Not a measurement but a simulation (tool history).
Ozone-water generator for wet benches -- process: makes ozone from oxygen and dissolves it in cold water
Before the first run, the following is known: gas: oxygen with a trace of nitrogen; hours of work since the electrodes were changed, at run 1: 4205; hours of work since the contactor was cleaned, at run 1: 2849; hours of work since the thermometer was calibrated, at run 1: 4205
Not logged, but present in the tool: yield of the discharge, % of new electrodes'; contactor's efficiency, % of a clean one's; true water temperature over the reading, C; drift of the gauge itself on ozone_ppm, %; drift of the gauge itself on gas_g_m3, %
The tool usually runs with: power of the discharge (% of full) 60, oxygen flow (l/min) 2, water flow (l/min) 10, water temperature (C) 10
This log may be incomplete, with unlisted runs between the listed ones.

run    hour  power of the discharge (% of full)  oxygen flow (l/min)  water flow (l/min)  water temperature (C)  hours of work since the electrodes were changed  hours of work since the contactor was cleaned  hours of work since the thermometer was calibrated  dissolved ozone (ppm)  ozone in the gas ahead of the water (g/m3)
  1       0                                  60                    2                  10                     10                                             4205                                           2849                                                4205                   15.2                                       152.6
  2   134.6                                  60                    2                  10                     10                                             4310                                           2955                                                4310                   15.1                                       154.5
  3   235.7                                  63                    2                  10                     10                                             4390                                           3035                                                4390                   15.8                                       158.7
  4   297.6                                  63                    2                  10                     10                                             4438                                           3083                                                4438                   15.5                                       156.7
  5   373.8                                  72                    2                  10                     10                                             4498                                           3143                                                4498                   16.8                                       172.5
  6   500.2                                  72                    2                  10                     10                                             4598                                           3243                                                4598                   16.9                                       171.2
  7   570.2                                  72                 2.55                  10                     10                                             4653                                           3298                                                4653                   17.3                                       152.5
  8     696                                  60                    2                  10                     10                                             4752                                           3396                                                4752                   15.2                                       151.7
  9   786.1                                  67                    2                  10                     10                                             4822                                           3467                                                4822                     16                                       162.1
 10   862.6                                  60                    2                  10                     10                                             4883                                           3527                                                4883                     15                                       152.2
 11   972.4                                  62                    2                  10                     10                                             4969                                           3614                                                4969                   15.4                                       156.3
      983.9  -- contactor cleaned
 12  1074.9                                  62                    2                  10                     10                                             5046                                             72                                                5046                   14.8                                       153.9
 13  1208.2                                  60                    2                   6                     10                                             5151                                            176                                                5151                   22.4                                       151.4
 14  1292.9                                  60                    2                   6                     10                                             5218                                            243                                                5218                   22.2                                         152
       1338  -- water thermometer calibrated
 15  1373.8                                  60                    2                   6                     10                                             5281                                            306                                                  28                     22                                       150.8
 16  1507.2                                  60                    2                   6                     10                                             5386                                            411                                                 133                   22.1                                         150
 17  1575.5                                  60                    2                   6                     10                                             5440                                            465                                                 187                   21.7                                       151.6
 18  1655.5                                  60                    2                   6                     10                                             5502                                            528                                                 250                   22.2                                       150.9
 19    1740                                  58                 3.35                   6                     10                                             5569                                            594                                                 316                   21.8                                         119
     1805.2  -- contactor cleaned, once more
 20  1818.8                                  60                    2                  14                     13                                             5628                                             11                                                 375                   11.1                                       150.1
 21  1914.4                                  47                 2.91                  10                      5                                             5703                                             86                                                 450                     15                                       110.6
 22  2014.5                                  60                    2                   7                     11                                             5782                                            165                                                 529                   19.9                                       152.4
 23  2080.9                                  60                    2                   7                     11                                             5834                                            217                                                 581                   20.4                                       151.7
 24  2188.1                                  75                 2.18                   8                     13                                             5918                                            301                                                 665                   20.7                                       164.5
 25  2321.1                                  75                 2.18                   8                     13                                             6023                                            406                                                 770                   20.5                                       165.5
 26  2398.4                                  80                 2.18                  15                     15                                             6083                                            466                                                 830                   12.2                                       169.9
 27  2484.3                                  50                 2.22                  15                     15                                             6151                                            534                                                 898                    9.4                                         130
 28  2551.5                                  50                 2.22                  15                     15                                             6204                                            587                                                 951                    9.5                                       129.7

Run 29 has not been measured yet. What should we expect?
 29  2641.4                                  50                 2.22                  15                     15                                             6274                                            657                                                1022                      ?                                           ?

dissolved ozone (ppm): 9.2
ozone in the gas ahead of the water (g/m3): 130.2
Were there no unlogged condition in the tool, this run, its random variation unchanged, would have produced dissolved ozone (ppm) 9.7, ozone in the gas ahead of the water (g/m3) 135.5.
